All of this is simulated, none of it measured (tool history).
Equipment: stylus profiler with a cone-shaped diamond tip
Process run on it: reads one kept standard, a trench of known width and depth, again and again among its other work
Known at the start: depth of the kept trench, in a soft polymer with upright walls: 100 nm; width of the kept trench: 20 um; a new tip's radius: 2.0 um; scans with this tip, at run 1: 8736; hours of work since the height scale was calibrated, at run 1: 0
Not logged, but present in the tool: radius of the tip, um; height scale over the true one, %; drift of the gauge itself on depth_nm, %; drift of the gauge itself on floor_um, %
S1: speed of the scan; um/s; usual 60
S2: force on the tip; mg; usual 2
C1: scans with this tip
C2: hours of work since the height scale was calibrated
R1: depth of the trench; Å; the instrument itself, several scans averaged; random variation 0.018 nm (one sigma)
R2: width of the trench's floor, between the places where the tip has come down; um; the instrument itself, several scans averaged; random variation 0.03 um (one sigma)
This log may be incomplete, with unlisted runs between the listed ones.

run,hour,S1,S2,C1,C2,R1,R2
1,0,60,2,8736,0,1014.5,18.24
2,104.1,20,2,9405,79,1014.6,18.25
3,182.2,20,2,9906,138,1014.5,18.26
4,287.6,20,2,10583,218,1014.7,18.22
5,398.2,20,2,11294,302,1015.1,18.26
6,515.3,20,2,12045,391,1014.6,18.22
7,588.9,62,3.29,12518,447,1021,18.12

Expected results for the next run?
8,706.2,91,0.9,13272,536,?,?

For run 8 the tool returned R1 1009.5 Å, R2 17.85 um.
The same run, on a tool lacking any hidden state, would have yielded R1 1008.6 Å, R2 18.38 um.
